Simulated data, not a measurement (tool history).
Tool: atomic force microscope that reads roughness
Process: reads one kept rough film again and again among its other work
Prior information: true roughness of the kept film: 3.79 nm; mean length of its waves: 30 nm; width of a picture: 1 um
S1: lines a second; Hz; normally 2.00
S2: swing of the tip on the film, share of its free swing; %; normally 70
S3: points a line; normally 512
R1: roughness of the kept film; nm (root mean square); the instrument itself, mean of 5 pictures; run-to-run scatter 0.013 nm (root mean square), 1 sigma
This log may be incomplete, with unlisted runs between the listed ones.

run	hour	S1	S2	S3	R1
1	0.0	2.00	70	512	3.057
2	27.2	2.00	70	512	2.957
3	49.7	2.66	70	512	2.823
4	70.7	2.66	70	512	2.742
5	86.3	2.00	70	512	2.773
6	115.5	2.00	70	512	2.698
7	138.2	2.00	70	512	2.634
# hour 151.1: new tip fitted
8	156.6	2.00	70	512	3.081
9	176.5	2.00	70	512	3.018
10	198.3	2.00	70	512	2.951
11	221.3	2.00	70	512	2.888
12	248.7	2.00	70	512	2.805
13	273.7	2.00	73	512	2.687
14	292.5	2.93	70	512	2.574
# hour 314.0: new tip fitted
15	314.6	2.00	59	512	3.212
# hour 317.0: height scale calibrated on a step standard
16	332.2	2.00	70	512	3.014
17	352.8	2.00	70	512	2.952
18	377.3	2.00	65	568	2.957
19	405.2	2.23	61	767	2.907
# hour 414.9: height scale calibrated on a step standard, once more
20	431.7	1.35	70	512	2.800
21	443.9	1.35	70	512	2.785
22	464.3	1.41	70	774	2.700
# hour 480.0: new tip fitted
23	492.3	1.41	70	774	3.113
24	518.5	0.83	70	774	3.123
25	542.0	2.00	69	456	2.885
26	570.8	2.00	65	778	2.859
27	595.1	2.00	70	550	2.721
28	615.8	1.15	78	512	2.684
29	629.2	1.67	59	512	2.751
# hour 643.4: new tip fitted
30	647.4	2.00	57	663	3.232
31	663.4	3.50	83	663	2.517
32	688.0	1.78	70	512	2.955
33	712.6	2.64	73	512	2.722
34	737.3	2.64	73	512	2.643

5 options for the next run, each taken on its own from the tool as it stands now. Forecast them:
A	763.6	2.81	70	512	?
B	763.6	1.91	58	344	?
C	763.6	2.64	56	512	?
D	763.6	1.74	79	440	?
E	763.6	2.00	73	505	?

run	R1
A	2.611
B	2.815
C	2.816
D	2.629
E	2.672
Had the tool no hidden state, the same runs would have come out as:
run	R1
A	3.001
B	3.237
C	3.238
D	3.023
E	3.073
